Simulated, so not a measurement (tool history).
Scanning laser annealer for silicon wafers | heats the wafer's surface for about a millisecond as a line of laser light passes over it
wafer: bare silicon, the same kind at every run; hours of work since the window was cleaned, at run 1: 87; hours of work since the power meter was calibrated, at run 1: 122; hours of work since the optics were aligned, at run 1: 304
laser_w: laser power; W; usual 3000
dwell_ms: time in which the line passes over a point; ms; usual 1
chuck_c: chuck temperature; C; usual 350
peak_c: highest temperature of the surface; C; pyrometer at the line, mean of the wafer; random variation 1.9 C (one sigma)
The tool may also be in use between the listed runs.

run,day,laser_w,dwell_ms,chuck_c,hours of work since the window was cleaned,hours of work since the power meter was calibrated,hours of work since the optics were aligned,peak_c
1,0,3000,1,350,87,122,304,1077
2,0.746,3000,1,350,97,132,314,1073
3,1.554,3000,1,350,108,143,325,1070
4,2.204,3000,1,350,117,151,334,1074
5,2.812,2923,1,350,125,159,342,1051
6,3.254,2923,1,373,131,165,348,1075
7,3.962,3000,1,350,140,175,357,1069
8,4.575,3000,1,350,148,183,365,1069
9,5.142,2958,1,350,156,190,373,1059
10,5.579,2958,1,350,162,196,379,1060
11,6.475,2958,1,350,174,208,391,1058
12,7.188,2958,1,350,183,218,400,1058
13,7.958,2958,1,318,194,228,410,1024
14,8.962,2958,1,318,207,241,424,1024
15,9.462,2958,1,318,214,248,431,1022
16,10.217,2958,1,318,224,258,441,1020
17,10.821,2958,1,318,232,266,449,1021
18,11.75,2958,1,318,244,279,461,1024
19,12.367,2958,1,318,252,287,469,1020
20,13.254,3000,1,350,264,299,481,1061
21,14.171,3000,1,350,277,311,493,1063
22,15.012,3000,0.73,350,288,322,505,970
23,15.546,3214,1.08,361,295,329,512,1146
24,16.212,3214,1.08,361,304,338,521,1146
25,16.8,2623,1.05,350,312,346,529,977
26,17.262,3010,1.05,336,318,352,535,1062
27,17.992,2721,1,375,328,362,544,1014
28,18.771,2550,0.9,368,338,373,555,940
29,19.746,2613,1,358,351,386,568,967
30,20.612,2920,0.78,323,363,397,579,938
31,21.129,2667,0.76,323,370,404,586,876
32,22.079,3000,1,316,382,417,599,1021
33,22.938,3260,0.95,334,394,428,611,1080
34,23.6,3260,0.95,334,403,437,619,1077
35,24.292,3260,0.95,334,412,446,629,1082
36,24.775,2842,1.16,342,418,453,635,1048
37,25.771,2621,1.13,350,432,466,648,995
38,26.483,2622,1.16,322,441,476,658,972
39,27.038,3279,1.16,330,448,483,665,1143
40,27.754,2784,1.05,350,458,493,675,1013
41,28.679,2617,1,316,470,505,687,923

Forecast each of these 4 alternatives for the next run:
A,29.329,3246,0.71,349,479,514,696,?
B,29.329,2987,1,366,479,514,696,?
C,29.329,2717,0.8,374,479,514,696,?
D,29.329,2617,0.84,334,479,514,696,?

run,peak_c
A,999
B,1060
C,946
D,895
Without the tool's hidden state the same runs would have given:
run,peak_c
A,1036
B,1099
C,978
D,927

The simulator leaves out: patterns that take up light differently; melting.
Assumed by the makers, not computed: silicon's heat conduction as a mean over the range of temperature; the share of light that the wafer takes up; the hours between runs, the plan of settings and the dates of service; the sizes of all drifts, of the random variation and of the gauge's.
